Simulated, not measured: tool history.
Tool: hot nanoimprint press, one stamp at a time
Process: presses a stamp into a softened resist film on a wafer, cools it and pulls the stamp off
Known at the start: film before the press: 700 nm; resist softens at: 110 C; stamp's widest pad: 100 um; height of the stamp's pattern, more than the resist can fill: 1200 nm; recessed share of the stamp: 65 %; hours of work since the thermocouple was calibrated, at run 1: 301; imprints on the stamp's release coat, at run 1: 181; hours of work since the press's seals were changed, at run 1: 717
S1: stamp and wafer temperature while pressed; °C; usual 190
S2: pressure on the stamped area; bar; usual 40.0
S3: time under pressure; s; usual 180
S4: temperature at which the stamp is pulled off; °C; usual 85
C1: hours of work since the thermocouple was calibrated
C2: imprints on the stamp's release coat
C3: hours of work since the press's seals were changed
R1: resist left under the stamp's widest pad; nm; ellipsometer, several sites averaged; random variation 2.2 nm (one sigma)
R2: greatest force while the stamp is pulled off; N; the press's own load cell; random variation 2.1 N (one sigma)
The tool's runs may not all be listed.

run,day,S1,S2,S3,S4,C1,C2,C3,R1,R2
1,0.000,190,40.0,180,85,301,181,717,364.0,90
# day 2.004: plate thermocouple calibrated
2,2.004,190,40.0,180,85,0,301,743,366.6,93
3,3.812,190,40.0,180,85,24,416,767,364.0,91
4,5.992,190,40.0,180,85,54,555,796,366.0,92
5,8.450,182,40.0,180,85,87,713,830,492.1,93
6,9.521,182,40.0,180,85,101,781,844,484.2,93
# day 11.517: stamp cleaned and given a new release coat
7,12.162,182,40.0,180,85,134,42,876,495.5,92
8,14.654,182,40.0,180,85,167,201,910,490.6,93
9,15.754,182,40.0,180,85,182,271,925,486.6,90
10,17.800,182,40.0,180,85,210,402,952,484.5,96
11,20.108,202,40.0,180,85,241,549,983,223.8,93
12,21.388,202,40.0,180,85,258,631,1001,227.0,90
13,23.233,192,40.0,180,85,283,749,1026,334.8,92
14,24.596,192,63.6,180,85,301,836,1044,272.9,91
# day 25.812: stamp cleaned and given a new release coat
# day 26.788: plate thermocouple calibrated
15,26.788,179,26.1,294,77,0,55,1068,526.1,103
16,28.762,190,34.2,180,78,27,181,1095,386.3,104
17,30.217,190,34.2,180,78,46,274,1115,386.8,103
18,32.408,196,40.0,271,85,76,414,1144,244.8,93
19,34.162,190,33.2,92,85,99,526,1168,476.4,91
20,36.083,190,33.2,92,89,125,649,1194,478.4,89
21,38.038,199,34.8,180,70,152,773,1220,270.3,116
# day 39.883: press's hydraulic seals changed and the load cell set to zero
# day 40.388: stamp cleaned and given a new release coat
22,40.388,189,40.0,328,86,176,0,3,303.3,91
23,42.496,181,39.1,291,85,204,135,32,450.0,90
24,45.050,195,30.6,272,82,238,298,66,283.1,101
25,47.125,195,30.6,272,82,266,431,94,283.6,96
26,49.171,190,50.1,145,76,294,561,122,358.1,107
# day 51.692: plate thermocouple calibrated
27,51.829,192,59.3,121,89,2,723,156,328.8,85
28,53.771,192,59.3,121,89,28,847,182,326.4,85

4 ways to go on from here, each from the tool as it stands after run 28. What would each give?
# day 54.683: stamp cleaned and given a new release coat
A,55.775,199,59.3,121,88,52,70,206,?,?
# day 54.683: stamp cleaned and given a new release coat
B,55.775,192,47.7,121,89,52,70,206,?,?
# day 54.683: stamp cleaned and given a new release coat
C,55.775,181,40.0,180,85,52,70,206,?,?
# day 54.683: stamp cleaned and given a new release coat
D,55.775,192,52.2,121,89,52,70,206,?,?

run,R1,R2
A,247.3,82
B,363.2,84
C,500.7,86
D,348.6,84
Without the tool's hidden state the same runs would have given:
run,R1,R2
A,247.1,82
B,363.1,83
C,500.5,86
D,348.4,84

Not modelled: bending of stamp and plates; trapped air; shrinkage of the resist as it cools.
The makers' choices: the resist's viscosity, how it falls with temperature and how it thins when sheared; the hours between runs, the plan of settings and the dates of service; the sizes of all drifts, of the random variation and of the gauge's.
